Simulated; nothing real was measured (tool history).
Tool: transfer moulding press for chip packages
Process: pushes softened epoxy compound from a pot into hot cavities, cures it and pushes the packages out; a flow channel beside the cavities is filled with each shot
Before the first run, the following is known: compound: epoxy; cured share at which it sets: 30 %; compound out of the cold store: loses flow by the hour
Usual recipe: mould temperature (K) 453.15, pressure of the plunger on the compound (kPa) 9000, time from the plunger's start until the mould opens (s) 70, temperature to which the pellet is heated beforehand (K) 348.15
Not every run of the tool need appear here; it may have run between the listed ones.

run,day,mould temperature (K),pressure of the plunger on the compound (kPa),time from the plunger's start until the mould opens (s),temperature to which the pellet is heated beforehand (K),incoming compound's hours out of the cold store,length that the compound runs in the flow channel (mm),greatest force on the pins that push the packages out (N)
1,0.000,453.15,9000,70,348.15,23.2,773,498
# day 0.146: cavities cleaned with cleaning compound and waxed
2,0.346,453.15,9000,99,348.15,23.1,774,308
3,0.638,453.15,9000,99,348.15,34.2,742,352
4,0.879,453.15,9000,70,348.15,43.4,723,404
5,1.050,453.15,9000,70,348.15,42.3,724,444
6,1.246,453.15,9000,70,348.15,35.4,748,448
7,1.588,453.15,9000,70,348.15,22.6,759,457
8,1.808,453.15,9000,62,348.15,24.9,771,573
# day 2.162: cavities cleaned with cleaning compound and waxed
9,2.217,453.15,9000,70,348.15,29.7,751,346
10,2.600,453.15,9000,70,348.15,19.5,779,388
11,3.008,453.15,9000,70,348.15,11.4,792,446
12,3.321,453.15,9000,70,348.15,25.3,756,463
13,3.662,453.15,9000,70,348.15,18.7,776,478
14,3.967,453.15,9000,70,348.15,11.2,794,507
# day 4.154: cavities cleaned with cleaning compound and waxed
15,4.367,453.15,10770,70,345.15,23.9,824,368
16,4.788,453.15,9000,56,348.15,30.1,744,611
17,5.183,460.15,8810,62,348.15,13.9,743,399
18,5.458,460.15,8810,62,348.15,46.2,680,420
19,5.750,453.15,9000,70,357.15,26.5,742,463
20,6.038,452.15,9990,70,348.15,43.5,756,520
# day 6.162: cavities cleaned with cleaning compound and waxed
21,6.267,455.15,7690,107,340.15,18.0,697,283
22,6.638,449.15,9000,78,356.15,40.7,725,394
23,6.875,449.15,9000,78,356.15,21.9,779,412
24,7.200,453.15,9000,70,341.15,11.9,770,471
# day 7.425: plunger's sealing rings changed
25,7.592,453.15,8090,72,348.15,20.8,756,453
26,7.992,453.15,8090,72,347.15,36.3,714,456
# day 8.258: cavities cleaned with cleaning compound and waxed
27,8.462,461.15,9900,72,347.15,42.2,749,310
28,8.808,461.15,9900,72,347.15,47.4,741,340

Consider 3 possible next runs. They are alternatives, not a sequence: every one starts from the tool as it was left by run 28. What does each give?
A,9.188,452.15,8520,70,348.15,9.7,?,?
B,9.188,453.15,9000,68,348.15,16.4,?,?
C,9.188,446.15,9900,72,356.15,30.4,?,?

run,length that the compound runs in the flow channel (mm),greatest force on the pins that push the packages out (N)
A,793,483
B,800,449
C,832,636
Without the tool's unlogged condition, the same runs would have read:
run,length that the compound runs in the flow channel (mm),greatest force on the pins that push the packages out (N)
A,801,356
B,808,331
C,841,464
